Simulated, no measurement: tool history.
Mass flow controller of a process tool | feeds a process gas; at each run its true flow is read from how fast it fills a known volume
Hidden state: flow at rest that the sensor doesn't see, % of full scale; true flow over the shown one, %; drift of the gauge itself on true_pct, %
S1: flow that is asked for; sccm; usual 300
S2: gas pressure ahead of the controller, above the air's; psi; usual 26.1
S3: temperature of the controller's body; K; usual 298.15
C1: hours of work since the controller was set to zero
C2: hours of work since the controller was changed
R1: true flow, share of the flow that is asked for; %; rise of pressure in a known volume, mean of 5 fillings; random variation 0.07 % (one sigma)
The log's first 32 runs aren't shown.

run    hour   S1    S2      S3    C1    C2     R1
 33  4195.3  168  31.2  299.15  2290  2290  98.77
 34  4342.2  300  33.9  310.15  2360  2360  98.47
 35  4510.8  300  33.9  310.15  2441  2441  98.68
 36  4668.3  190  22.8  305.15  2516  2516  98.33
 37    4793  391  33.9  305.15  2576  2576  99.04
 38  4946.1  278  36.5  298.15  2649  2649  99.16
 39  5085.9  412  28.1  298.15  2716  2716  99.31
 40  5224.7  104  26.1  301.15  2782  2782  98.75
 41    5345  468  26.1  297.15  2839  2839  99.42
 42  5423.3  468  26.1  297.15  2877  2877  99.48
 43    5505  300  26.1  295.15  2916  2916  99.18
 44  5604.8  300  26.1  295.15  2963  2963  99.26
 45  5711.7  300  26.1  295.15  3014  3014  99.32
 46  5850.3  300  23.4  313.15  3081  3081  98.42
     5927.5  -- gauge calibrated
 47  6011.7  300  23.4  313.15  3158  3158  98.05

5 ways to go on from here, each from the tool as it stands after run 47. What would each give?
  A  6167.7  111  23.9  301.15  3232  3232   ?
  B  6167.7  416  31.8  313.15  3232  3232   ?
  C  6167.7  369  20.9  307.15  3232  3232   ?
  D  6167.7  437  37.9  302.15  3232  3232   ?
  E  6167.7  300    28  295.15  3232  3232   ?

run     R1
  A  98.44
  B  98.41
  C  98.38
  D  99.28
  E  98.98
Without the tool's hidden state the same runs would have given:
run     R1
  A  98.37
  B  98.37
  C  98.34
  D  99.23
  E  98.93
